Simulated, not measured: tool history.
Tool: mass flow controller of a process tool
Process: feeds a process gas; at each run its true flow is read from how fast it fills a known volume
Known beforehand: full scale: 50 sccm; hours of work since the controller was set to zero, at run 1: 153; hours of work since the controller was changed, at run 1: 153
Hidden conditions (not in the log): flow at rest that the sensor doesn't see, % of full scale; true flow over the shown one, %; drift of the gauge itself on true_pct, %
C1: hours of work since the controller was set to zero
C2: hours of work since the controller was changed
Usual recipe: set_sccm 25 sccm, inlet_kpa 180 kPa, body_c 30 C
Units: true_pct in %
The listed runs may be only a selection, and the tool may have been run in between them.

run 1 hour=0 | set_sccm=25 inlet_kpa=180 body_c=30 | C1=153 C2=153 | true_pct=97.53
run 2 hour=130.6 | set_sccm=11 inlet_kpa=180 body_c=30 | C1=222 C2=222 | true_pct=96.47
run 3 hour=228.2 | set_sccm=25 inlet_kpa=180 body_c=30 | C1=273 C2=273 | true_pct=97.53
run 4 hour=378.8 | set_sccm=25 inlet_kpa=180 body_c=30 | C1=352 C2=352 | true_pct=97.46
run 5 hour=504.8 | set_sccm=25 inlet_kpa=233 body_c=30 | C1=419 C2=419 | true_pct=97.57
run 6 hour=626.5 | set_sccm=25 inlet_kpa=180 body_c=30 | C1=483 C2=483 | true_pct=97.36
run 7 hour=723.6 | set_sccm=25 inlet_kpa=180 body_c=30 | C1=534 C2=534 | true_pct=97.54
run 8 hour=871.2 | set_sccm=25 inlet_kpa=180 body_c=30 | C1=612 C2=612 | true_pct=97.5
run 9 hour=1015.7 | set_sccm=21 inlet_kpa=180 body_c=31 | C1=688 C2=688 | true_pct=96.94
run 10 hour=1157.5 | set_sccm=23 inlet_kpa=180 body_c=30 | C1=763 C2=763 | true_pct=97.09
run 11 hour=1249.8 | set_sccm=25 inlet_kpa=180 body_c=25 | C1=812 C2=812 | true_pct=97.83
run 12 hour=1405.3 | set_sccm=8 inlet_kpa=150 body_c=24 | C1=894 C2=894 | true_pct=96.19
run 13 hour=1482.8 | set_sccm=8 inlet_kpa=150 body_c=24 | C1=934 C2=934 | true_pct=96.15
run 14 hour=1579.3 | set_sccm=8 inlet_kpa=150 body_c=24 | C1=985 C2=985 | true_pct=96.03

Hidden state or all else? Some run-to-run changes of true_pct, split into what the settings, what came in and random variation would give without the hidden state, and what is left for the hidden state (with any gauge scatter that isn't in both results):
Run 11 -> 12: set_sccm 25 -> 8, inlet_kpa 180 -> 150, body_c 25 -> 24. true_pct -1.64 %: hidden state -0.7, all else -0.94.
